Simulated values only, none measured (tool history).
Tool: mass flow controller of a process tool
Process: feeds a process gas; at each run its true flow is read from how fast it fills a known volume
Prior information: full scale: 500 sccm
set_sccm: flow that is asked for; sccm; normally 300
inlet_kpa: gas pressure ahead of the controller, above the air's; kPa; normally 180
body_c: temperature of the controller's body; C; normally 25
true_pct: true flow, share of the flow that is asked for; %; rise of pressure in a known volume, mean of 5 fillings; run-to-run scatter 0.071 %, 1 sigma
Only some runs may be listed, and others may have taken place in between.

run    hour  set_sccm  inlet_kpa  body_c  true_pct
  1       0       300        180      25    100.14
  2   249.4       300        180      25    100.14
  3   384.9       300        180      25    100.19
  4     574       300        180      25    100.24
  5   838.1       300        180      25    100.29
  6     975       300        180      25    100.35
  7  1225.1       300        180      25    100.39
  8  1366.9       300        180      25     100.4
  9  1535.5       300        180      25    100.51
 10  1670.8       300        180      25    100.46
 11  1834.4       300        239      25    100.14
 12  1983.4       300        239      25    100.09
 13  2094.3       139        200      25    100.58
 14  2233.7       139        203      25    100.77
 15  2458.9       219        231      33     99.54
 16  2614.8       154        272      33     99.46
 17  2796.8       426        215      38     99.24

Predict the results of run 18:
 18  3033       237        201      22         ?

true_pct: 100.97 %
With no hidden state in the tool, this same run would have given true_pct 99.62 %.
